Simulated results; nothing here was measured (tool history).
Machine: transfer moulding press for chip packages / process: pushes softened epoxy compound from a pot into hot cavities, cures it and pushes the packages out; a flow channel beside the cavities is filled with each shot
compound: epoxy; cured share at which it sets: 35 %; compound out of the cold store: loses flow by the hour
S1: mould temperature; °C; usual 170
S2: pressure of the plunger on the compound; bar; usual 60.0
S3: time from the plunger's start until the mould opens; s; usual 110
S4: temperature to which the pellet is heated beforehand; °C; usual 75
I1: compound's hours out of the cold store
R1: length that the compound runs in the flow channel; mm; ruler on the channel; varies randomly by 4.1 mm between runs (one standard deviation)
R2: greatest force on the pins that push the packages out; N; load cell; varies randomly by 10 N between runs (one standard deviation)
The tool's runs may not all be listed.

run,hour,S1,S2,S3,S4,I1,R1,R2
1,0.0,170,60.0,110,75,22.4,755,434
2,40.4,170,60.0,110,75,31.7,730,439
3,81.7,170,60.0,110,75,29.2,728,437
4,143.5,170,60.0,110,75,42.4,698,423
5,209.7,170,60.0,110,75,33.3,722,419
6,280.5,170,60.0,110,75,31.1,729,426
7,352.8,170,60.0,110,75,16.3,777,445
8,422.3,174,60.0,110,75,8.6,781,376
9,473.5,174,60.0,110,75,28.5,716,360
10,550.2,174,60.0,110,75,34.3,706,360
11,630.3,170,60.0,110,75,14.1,781,474
12,709.1,170,60.0,110,75,26.8,743,458
13,761.0,170,60.0,110,75,21.7,755,445
14,800.7,170,60.0,110,75,11.1,793,466
15,874.1,170,60.0,126,75,34.5,725,353
16,909.1,178,47.4,109,84,32.8,618,314
17,947.9,178,47.4,111,84,43.7,592,312
18,1015.7,178,47.4,111,84,8.8,681,323
19,1063.6,178,47.4,111,84,22.9,646,316
20,1123.9,178,47.4,111,80,31.8,617,323
21,1186.8,170,58.0,110,75,17.0,762,454
22,1223.7,170,60.0,110,75,17.2,770,451
23,1296.9,166,61.5,110,72,31.4,755,579
24,1330.2,176,72.6,147,75,22.3,805,318
25,1371.4,176,72.6,147,83,43.2,740,327
26,1436.6,176,72.6,147,83,9.9,849,311
27,1500.0,174,72.6,147,83,11.5,848,311
28,1575.0,174,61.6,147,83,26.1,738,315
29,1622.0,174,61.6,147,83,15.9,765,310

Between the runs listed above, the log contained 13 entries, not reproduced here. Where in the sequence does each belong, and how does what the log doesn't record of the tool's condition differ from the listed run before to the listed run after?
Between runs 1 and 2: cavities cleaned with cleaning compound and waxed (hour 25.7)
  grip of the stained cavities, % over clean ones': 0.8 -> 0.1
Between runs 4 and 5: cavities cleaned with cleaning compound and waxed (hour 201.6)
  pressure that reaches the compound, % of what is set: 99.96 -> 99.95; grip of the stained cavities, % over clean ones': 0.7 -> 0.1
Between runs 7 and 8: plunger's sealing rings changed (hour 368.6); cavities cleaned with cleaning compound and waxed (hour 384.5)
  pressure that reaches the compound, % of what is set: 99.92 -> 99.98; grip of the stained cavities, % over clean ones': 0.7 -> 0.3
Between runs 10 and 11: cavities cleaned with cleaning compound and waxed (hour 561.2)
  pressure that reaches the compound, % of what is set: 99.96 -> 99.95; grip of the stained cavities, % over clean ones': 0.8 -> 0.5
Between runs 12 and 13: cavities cleaned with cleaning compound and waxed (hour 741.8)
  pressure that reaches the compound, % of what is set: 99.93 -> 99.92; grip of the stained cavities, % over clean ones': 0.8 -> 0.2
Between runs 13 and 14: plunger's sealing rings changed (hour 800.7)
  pressure that reaches the compound, % of what is set: 99.92 -> 100; grip of the stained cavities, % over clean ones': 0.2 -> 0.4
Between runs 16 and 17: cavities cleaned with cleaning compound and waxed (hour 921.6)
  true mould temperature over the reading, C: 0.01 -> 0.02; pressure that reaches the compound, % of what is set: 99.98 -> 99.97; grip of the stained cavities, % over clean ones': 0.8 -> 0.2
Between runs 19 and 20: mould's thermocouples calibrated (hour 1077.1); cavities cleaned with cleaning compound and waxed (hour 1102.2)
  true mould temperature over the reading, C: 0.02 -> 0; pressure that reaches the compound, % of what is set: 99.95 -> 99.94; grip of the stained cavities, % over clean ones': 0.7 -> 0.2
Between runs 22 and 23: plunger's sealing rings changed (hour 1237.8); cavities cleaned with cleaning compound and waxed (hour 1282.6)
  pressure that reaches the compound, % of what is set: 99.92 -> 99.99; grip of the stained cavities, % over clean ones': 0.7 -> 0.1
Between runs 26 and 27: cavities cleaned with cleaning compound and waxed (hour 1463.9)
  pressure that reaches the compound, % of what is set: 99.96 -> 99.95; grip of the stained cavities, % over clean ones': 0.8 -> 0.3
